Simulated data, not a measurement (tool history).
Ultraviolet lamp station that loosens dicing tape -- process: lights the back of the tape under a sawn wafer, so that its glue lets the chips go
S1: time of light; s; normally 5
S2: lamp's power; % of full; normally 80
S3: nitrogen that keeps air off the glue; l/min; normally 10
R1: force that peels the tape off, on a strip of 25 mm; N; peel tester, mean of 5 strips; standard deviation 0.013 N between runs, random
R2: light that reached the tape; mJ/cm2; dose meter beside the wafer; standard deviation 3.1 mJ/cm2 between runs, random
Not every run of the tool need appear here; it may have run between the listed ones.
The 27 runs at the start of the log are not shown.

run    hour  S1  S2  S3     R1   R2
 28  1129.6   4  81   3  1.546  390
 29  1177.4   4  81   3  1.564  396
 30  1230.1   5  82   9  0.598  493
 31  1292.3   5  82   9  0.629  500
 32  1334.6   3  80   3  2.408  284
 33  1373.9   3  80   3  2.449  286
 34  1425.2   3  71   9  2.095  257
 35  1463.3   5  85   5  0.732  510
 36  1504.3   5  85   8  0.572  508
 37  1544.0   6  86   5  0.493  622
 38  1601.5   5  80  13  0.562  478
 39  1627.7   5  67  12  0.820  402
 40  1655.2   5  67  12  0.793  404
 41  1687.0   5  80   9  0.670  483
 42  1730.0   5  80   9  0.634  485
 43  1781.3   2  80   7  3.166  192
     1806.0  -- window cleaned of glue's vapour
 44  1823.4   3  80  10  1.626  290

What if the next run were any one of these 3? Each begins from the tool's condition after run 44:
  A  1882.6   5  80   7   ?   ?
  B  1882.6   5  83   5   ?   ?
  C  1882.6   5  92   8   ?   ?

run     R1   R2
  A  0.722  485
  B  0.758  497
  C  0.511  553
What these runs would have given with no unlogged condition in the tool:
run     R1   R2
  A  0.720  485
  B  0.756  498
  C  0.509  554

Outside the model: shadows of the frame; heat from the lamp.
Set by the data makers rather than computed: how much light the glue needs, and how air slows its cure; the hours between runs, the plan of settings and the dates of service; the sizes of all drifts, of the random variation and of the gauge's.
